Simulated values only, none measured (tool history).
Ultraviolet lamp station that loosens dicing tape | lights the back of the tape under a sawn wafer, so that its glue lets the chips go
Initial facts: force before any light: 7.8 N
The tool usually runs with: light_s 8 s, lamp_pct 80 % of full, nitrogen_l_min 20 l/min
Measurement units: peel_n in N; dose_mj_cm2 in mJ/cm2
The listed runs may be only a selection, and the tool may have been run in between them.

run	day	light_s	lamp_pct	nitrogen_l_min	peel_n	dose_mj_cm2
1	0	8	80	20	0.231	473
2	1.171	8	80	20	0.219	477
3	2.325	8	80	20	0.237	471
4	3.617	8	80	20	0.228	475
5	4.496	8	80	20	0.234	476
6	5.3	8	80	20	0.237	476
7	6.05	8	80	20	0.233	479
8	6.767	8	80	11	0.367	473
9	7.854	8	80	11	0.366	477
10	8.771	8	80	20	0.229	478
11	9.683	8	80	20	0.23	475
12	11.346	8	80	20	0.232	480
13	12.612	8	80	20	0.241	476
14	13.358	8	80	20	0.226	477
15	14.625	8	80	20	0.23	471
16	16.067	8	80	20	0.239	477
17	16.975	8	63	20	0.462	374
18	17.758	13	80	20	0.082	770
19	19.246	13	80	20	0.079	769
20	19.942	12	80	20	0.084	720
21	21.1	12	80	20	0.095	711
22	22.646	11	80	20	0.114	651
23	23.421	9	80	20	0.179	537
24	24.462	9	80	20	0.173	537
25	25.792	7	80	20	0.341	414
26	27.496	7	80	20	0.337	413
27	28.692	7	80	20	0.323	416
28	29.762	13	70	20	0.104	681
29	31.171	9	72	8	0.463	476
30	32.138	4	73	12	1.731	218
31	33.646	7	63	7	1.184	325
32	35	16	65	17	0.082	770
33	36.129	14	78	11	0.099	812
34	36.938	6	78	11	0.779	345
35	37.833	6	78	11	0.777	348
36	39.342	14	67	18	0.106	695
37	40.642	14	67	18	0.097	703
38	41.425	10	70	8	0.383	521
39	42.192	6	79	8	0.956	348
40	43.325	15	79	8	0.097	867
41	44.888	15	83	8	0.096	927
42	46.025	8	75	7	0.631	443
43	47.288	6	63	23	0.782	276

Between the runs listed above, the log contained 2 entries, not reproduced here. Where in the sequence does each belong, and how does what the log doesn't record of the tool's condition differ from the listed run before to the listed run after?
From run 3 to run 4: window cleaned of glue's vapour (day 3.033)
  light that the window lets through, % of a clean one's: 99.9 -> 100
From run 37 to run 38: window cleaned of glue's vapour (day 40.762)
  light that the window lets through, % of a clean one's: 99.9 -> 100

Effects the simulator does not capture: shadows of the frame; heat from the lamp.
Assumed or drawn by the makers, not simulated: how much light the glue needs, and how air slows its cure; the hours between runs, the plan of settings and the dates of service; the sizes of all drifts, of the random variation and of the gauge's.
